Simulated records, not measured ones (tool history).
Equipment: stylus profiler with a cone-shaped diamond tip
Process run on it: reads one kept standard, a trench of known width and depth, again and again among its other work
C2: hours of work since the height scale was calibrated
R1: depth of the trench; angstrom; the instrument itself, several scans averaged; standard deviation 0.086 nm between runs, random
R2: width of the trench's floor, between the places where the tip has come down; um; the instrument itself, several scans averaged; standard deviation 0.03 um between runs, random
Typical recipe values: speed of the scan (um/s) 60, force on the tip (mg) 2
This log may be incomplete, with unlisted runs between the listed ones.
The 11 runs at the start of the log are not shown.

{"run": 12, "hour": 342.3, "speed of the scan (um/s)": 60, "force on the tip (mg)": 2, "scans with this tip": 2130, "C2": 230, "R1": 2020, "R2": 96.9}
{"run": 13, "hour": 377.4, "speed of the scan (um/s)": 20, "force on the tip (mg)": 2, "scans with this tip": 2264, "C2": 245, "R1": 2019.2, "R2": 97.06}
{"run": 14, "hour": 396.3, "speed of the scan (um/s)": 78, "force on the tip (mg)": 2, "scans with this tip": 2336, "C2": 253, "R1": 2021.9, "R2": 96.84}
{"run": 15, "hour": 420.8, "speed of the scan (um/s)": 78, "force on the tip (mg)": 2, "scans with this tip": 2430, "C2": 263, "R1": 2021.7, "R2": 96.82}
{"run": 16, "hour": 460.2, "speed of the scan (um/s)": 78, "force on the tip (mg)": 2, "scans with this tip": 2581, "C2": 279, "R1": 2019.7, "R2": 96.85}
{"run": 17, "hour": 491.1, "speed of the scan (um/s)": 73, "force on the tip (mg)": 2, "scans with this tip": 2699, "C2": 292, "R1": 2020.7, "R2": 96.89}
{"run": 18, "hour": 516.2, "speed of the scan (um/s)": 111, "force on the tip (mg)": 2, "scans with this tip": 2795, "C2": 302, "R1": 2020.8, "R2": 96.7}
{"run": 19, "hour": 543.9, "speed of the scan (um/s)": 60, "force on the tip (mg)": 2, "scans with this tip": 2901, "C2": 314, "R1": 2021.3, "R2": 96.9}
{"run": 20, "hour": 564.2, "speed of the scan (um/s)": 60, "force on the tip (mg)": 2, "scans with this tip": 2978, "C2": 322, "R1": 2021.1, "R2": 96.93}
{"run": 21, "hour": 601.4, "speed of the scan (um/s)": 60, "force on the tip (mg)": 2, "scans with this tip": 3121, "C2": 338, "R1": 2020.8, "R2": 96.95}
{"run": 22, "hour": 631.3, "speed of the scan (um/s)": 94, "force on the tip (mg)": 3.1, "scans with this tip": 3235, "C2": 350, "R1": 2029.3, "R2": 96.88}
{"run": 23, "hour": 648.0, "speed of the scan (um/s)": 60, "force on the tip (mg)": 0.7, "scans with this tip": 3299, "C2": 357, "R1": 2011.2, "R2": 96.7}
{"run": 24, "hour": 666.8, "speed of the scan (um/s)": 18, "force on the tip (mg)": 1.04, "scans with this tip": 3371, "C2": 365, "R1": 2012.2, "R2": 97.11}
{"run": 25, "hour": 691.2, "speed of the scan (um/s)": 71, "force on the tip (mg)": 0.91, "scans with this tip": 3464, "C2": 375, "R1": 2011.3, "R2": 96.72}
{"run": 26, "hour": 715.0, "speed of the scan (um/s)": 71, "force on the tip (mg)": 0.91, "scans with this tip": 3556, "C2": 385, "R1": 2011.5, "R2": 96.71}

Run 27, settings as shown, results not yet in. Your forecast:
{"run": 27, "hour": 739.3, "speed of the scan (um/s)": 71, "force on the tip (mg)": 4.53, "scans with this tip": 3648, "C2": 395, "R1": "?", "R2": "?"}

{"run 27": {"R1": 2034.8, "R2": 96.99}}
Take away the tool's hidden state, keep the run-to-run variation as it was, and the same run would have given R1 2034.8 angstrom, R2 97 um.
